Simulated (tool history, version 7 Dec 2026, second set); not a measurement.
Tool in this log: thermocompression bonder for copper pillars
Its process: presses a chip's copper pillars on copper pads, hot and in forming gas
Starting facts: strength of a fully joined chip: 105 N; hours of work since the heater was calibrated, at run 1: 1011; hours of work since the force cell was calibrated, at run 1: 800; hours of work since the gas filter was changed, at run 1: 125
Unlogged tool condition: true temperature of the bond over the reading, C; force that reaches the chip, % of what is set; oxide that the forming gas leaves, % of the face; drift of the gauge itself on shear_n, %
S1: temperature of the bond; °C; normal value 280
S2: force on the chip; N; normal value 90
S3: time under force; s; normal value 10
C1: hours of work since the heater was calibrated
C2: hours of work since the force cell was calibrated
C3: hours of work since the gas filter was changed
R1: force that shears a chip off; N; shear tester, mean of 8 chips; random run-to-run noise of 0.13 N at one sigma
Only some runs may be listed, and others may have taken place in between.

| run | hour | S1 | S2 | S3 | C1 | C2 | C3 | R1 |
|---|---|---|---|---|---|---|---|---|
| 1 | 0.0 | 280 | 90 | 10 | 1011 | 800 | 125 | 42.6 |
| 2 | 48.3 | 288 | 90 | 10 | 1039 | 827 | 152 | 45.9 |
| 3 | 77.8 | 288 | 90 | 10 | 1055 | 844 | 169 | 45.9 |
|  | 93.5 | heater calibrated with a thermocouple chip |
| 4 | 106.8 | 288 | 90 | 10 | 7 | 859 | 184 | 46.1 |
| 5 | 132.6 | 288 | 90 | 10 | 22 | 873 | 199 | 46.1 |
| 6 | 168.1 | 288 | 90 | 10 | 42 | 894 | 219 | 46.3 |
| 7 | 196.2 | 288 | 90 | 10 | 58 | 909 | 235 | 46.1 |
| 8 | 223.2 | 288 | 90 | 10 | 73 | 925 | 250 | 46.1 |
| 9 | 259.9 | 288 | 90 | 10 | 94 | 945 | 271 | 46.3 |
| 10 | 287.4 | 288 | 90 | 10 | 109 | 961 | 286 | 46.0 |
| 11 | 315.8 | 280 | 90 | 10 | 125 | 977 | 302 | 42.8 |
| 12 | 345.4 | 280 | 90 | 10 | 142 | 994 | 319 | 42.7 |
| 13 | 392.2 | 280 | 90 | 10 | 169 | 1020 | 345 | 42.9 |
| 14 | 441.5 | 280 | 90 | 10 | 196 | 1048 | 373 | 42.7 |
| 15 | 466.4 | 304 | 90 | 10 | 211 | 1062 | 387 | 52.6 |
| 16 | 507.6 | 304 | 90 | 10 | 234 | 1085 | 411 | 52.6 |
| 17 | 532.7 | 304 | 90 | 10 | 248 | 1099 | 425 | 52.2 |
| 18 | 573.2 | 304 | 54 | 10 | 271 | 1122 | 448 | 29.7 |
| 19 | 610.9 | 304 | 54 | 10 | 292 | 1144 | 469 | 29.8 |
|  | 614.1 | forming gas filter changed |
| 20 | 663.6 | 280 | 90 | 10 | 322 | 1173 | 28 | 42.7 |

The next listed run, before its measurement:
| 21 | 714.9 | 280 | 91 | 19 | 351 | 1202 | 57 | ? |

Run 21 came out at R1 54.5 N.
Were there no unlogged condition in the tool, this run, its random variation unchanged, would have produced R1 54.4 N.
